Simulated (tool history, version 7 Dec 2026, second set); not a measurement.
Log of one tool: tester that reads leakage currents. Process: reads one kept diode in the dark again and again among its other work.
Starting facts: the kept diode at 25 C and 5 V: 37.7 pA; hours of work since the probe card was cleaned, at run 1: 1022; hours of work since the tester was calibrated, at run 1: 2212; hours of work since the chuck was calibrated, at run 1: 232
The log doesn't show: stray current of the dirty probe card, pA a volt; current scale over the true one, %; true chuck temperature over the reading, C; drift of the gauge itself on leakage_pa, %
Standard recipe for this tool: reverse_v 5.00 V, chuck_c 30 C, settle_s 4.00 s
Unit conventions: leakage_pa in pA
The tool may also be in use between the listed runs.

run     day  reverse_v  chuck_c  settle_s  hours of work since the probe card was cleaned  hours of work since the tester was calibrated  hours of work since the chuck was calibrated  leakage_pa
  1   0.000       5.00       30      4.00                                            1022                                           2212                                           232       55.75
  2   2.021       5.00       30      4.00                                            1050                                           2240                                           259       55.62
  3   4.692       5.00       30      4.00                                            1086                                           2276                                           295       55.05
  4   7.442       5.00       30      4.00                                            1123                                           2313                                           333       54.71
  5   9.088       5.00       30      4.00                                            1146                                           2335                                           355       54.28
  6  10.892       5.00       30      4.00                                            1170                                           2360                                           379       54.11
  7  12.538      11.51       30      4.00                                            1192                                           2382                                           402       87.03
  8  14.754      11.51       30      4.00                                            1222                                           2412                                           432       86.59
     15.083  -- tester calibrated
  9  16.646       5.00       30      4.00                                            1247                                             21                                           456       52.94
 10  17.908       5.00       30      4.00                                            1264                                             38                                           473       52.44
 11  19.629       5.00       30      4.00                                            1287                                             62                                           497       51.83
 12  21.917       2.97       30      4.00                                            1318                                             93                                           528       38.02
     23.146  -- tester calibrated, once more
 13  23.171       2.97       30      4.00                                            1334                                              0                                           543       38.76
 14  25.912      12.20       25      0.50                                            1371                                             37                                           581       66.98
     27.804  -- chuck's temperature calibrated
 15  28.450       2.30       25      0.62                                            1404                                             71                                             9       27.29
 16  31.100       5.08       30      2.09                                            1440                                            107                                            45       61.91
 17  33.200       1.33       27      4.00                                            1469                                            135                                            73       22.27
 18  35.904       1.33       27      4.00                                            1505                                            172                                           110       21.77
 19  38.638       1.33       27      4.00                                            1542                                            209                                           147       21.68
 20  40.671       1.21       45      3.99                                            1570                                            236                                           174       83.16
 21  42.021       5.00       40      3.27                                            1588                                            254                                           193      126.70
 22  43.779       5.00       40      3.27                                            1612                                            278                                           216      125.62
 23  45.021       1.51       30      0.43                                            1629                                            295                                           233       29.98
 24  46.567       1.51       30      3.28                                            1650                                            316                                           254       28.84

Pick out some run-to-run changes in leakage_pa. Of each, how much would a tool without hidden state show as well, from the settings, what came in and chance, and how much is left for the hidden state and any gauge scatter not in both results compared?
Run 14 -> 15: reverse_v 12.20 -> 2.30, settle_s 0.50 -> 0.62, chuck's temperature calibrated. leakage_pa -39.69 pA: hidden state +4.36, all else -44.05.
Run 19 -> 20: reverse_v 1.33 -> 1.21, chuck_c 27 -> 45, settle_s 4.00 -> 3.99. leakage_pa +61.48 pA: hidden state -3.17, all else +64.65.
Run 22 -> 23: reverse_v 5.00 -> 1.51, chuck_c 40 -> 30, settle_s 3.27 -> 0.43. leakage_pa -95.64 pA: hidden state +3.12, all else -98.76.
